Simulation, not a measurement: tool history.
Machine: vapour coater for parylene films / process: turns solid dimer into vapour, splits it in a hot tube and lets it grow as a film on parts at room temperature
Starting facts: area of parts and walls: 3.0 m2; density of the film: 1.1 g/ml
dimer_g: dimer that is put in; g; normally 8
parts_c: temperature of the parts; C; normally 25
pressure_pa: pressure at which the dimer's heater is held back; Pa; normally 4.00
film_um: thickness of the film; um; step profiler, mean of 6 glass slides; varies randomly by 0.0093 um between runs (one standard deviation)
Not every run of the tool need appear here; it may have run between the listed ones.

| run | hour | dimer_g | parts_c | pressure_pa | film_um |
|---|---|---|---|---|---|
| 1 | 0.0 | 8 | 25 | 4.00 | 1.141 |
| 2 | 14.9 | 8 | 25 | 4.00 | 1.152 |
|  | 21.3 | trap's valve overhauled |
| 3 | 36.5 | 8 | 25 | 4.00 | 1.235 |
| 4 | 57.5 | 5 | 25 | 4.00 | 0.769 |
| 5 | 76.5 | 8 | 25 | 4.00 | 1.231 |
| 6 | 96.9 | 9 | 25 | 4.00 | 1.363 |
| 7 | 121.5 | 8 | 25 | 4.00 | 1.200 |
| 8 | 134.6 | 8 | 25 | 4.00 | 1.210 |
| 9 | 158.8 | 8 | 25 | 4.00 | 1.213 |
| 10 | 173.7 | 8 | 25 | 3.15 | 1.253 |
| 11 | 187.8 | 8 | 25 | 3.15 | 1.244 |
| 12 | 213.8 | 8 | 25 | 3.15 | 1.226 |
| 13 | 234.6 | 8 | 25 | 3.15 | 1.252 |
| 14 | 246.9 | 8 | 25 | 4.00 | 1.207 |
| 15 | 272.2 | 8 | 25 | 7.28 | 1.076 |
| 16 | 283.1 | 8 | 25 | 7.28 | 1.090 |
| 17 | 306.4 | 8 | 25 | 4.00 | 1.184 |
| 18 | 322.6 | 8 | 25 | 11.40 | 1.019 |
| 19 | 336.4 | 8 | 25 | 11.40 | 1.006 |
| 20 | 359.7 | 8 | 19 | 4.00 | 1.498 |
| 21 | 371.8 | 8 | 29 | 4.00 | 0.993 |
| 22 | 386.0 | 14 | 25 | 4.00 | 2.039 |
| 23 | 411.4 | 8 | 25 | 6.99 | 1.073 |
| 24 | 427.1 | 8 | 25 | 6.99 | 1.057 |
| 25 | 448.0 | 3 | 28 | 9.68 | 0.321 |
| 26 | 467.5 | 6 | 32 | 3.29 | 0.663 |
| 27 | 482.2 | 5 | 29 | 9.98 | 0.531 |
| 28 | 499.3 | 8 | 31 | 3.62 | 0.908 |
| 29 | 512.6 | 12 | 26 | 8.68 | 1.458 |
| 30 | 524.7 | 7 | 30 | 4.95 | 0.793 |
| 31 | 545.4 | 5 | 18 | 2.65 | 1.030 |
|  | 555.3 | trap's valve overhauled |
| 32 | 565.8 | 6 | 19 | 3.29 | 1.195 |
| 33 | 582.5 | 6 | 19 | 3.29 | 1.201 |
| 34 | 595.6 | 5 | 28 | 2.40 | 0.722 |
| 35 | 606.7 | 9 | 28 | 3.93 | 1.178 |
| 36 | 627.2 | 7 | 18 | 3.55 | 1.447 |
| 37 | 638.2 | 3 | 20 | 3.55 | 0.554 |
| 38 | 655.5 | 4 | 35 | 11.66 | 0.331 |
| 39 | 673.6 | 5 | 35 | 3.01 | 0.509 |
| 40 | 692.4 | 8 | 25 | 11.46 | 0.996 |
| 41 | 717.8 | 9 | 23 | 2.30 | 1.567 |
| 42 | 732.9 | 8 | 30 | 4.00 | 0.958 |
| 43 | 751.0 | 9 | 20 | 9.75 | 1.437 |
| 44 | 769.8 | 9 | 20 | 9.75 | 1.423 |
| 45 | 781.2 | 8 | 23 | 3.24 | 1.320 |
| 46 | 798.3 | 12 | 32 | 2.89 | 1.379 |
| 47 | 809.1 | 8 | 19 | 11.31 | 1.288 |

Predict each of these 4 candidate next runs independently; none follows another, all start after run 47:
| A | 819.8 | 7 | 23 | 11.31 | ? |
| B | 819.8 | 8 | 25 | 10.03 | ? |
| C | 819.8 | 6 | 19 | 2.32 | ? |
| D | 819.8 | 3 | 31 | 2.53 | ? |

| run | film_um |
|---|---|
| A | 0.932 |
| B | 1.021 |
| C | 1.230 |
| D | 0.359 |
Had the tool no hidden state, the same runs would have come out as:
| run | film_um |
|---|---|
| A | 1.007 |
| B | 1.101 |
| C | 1.328 |
| D | 0.388 |
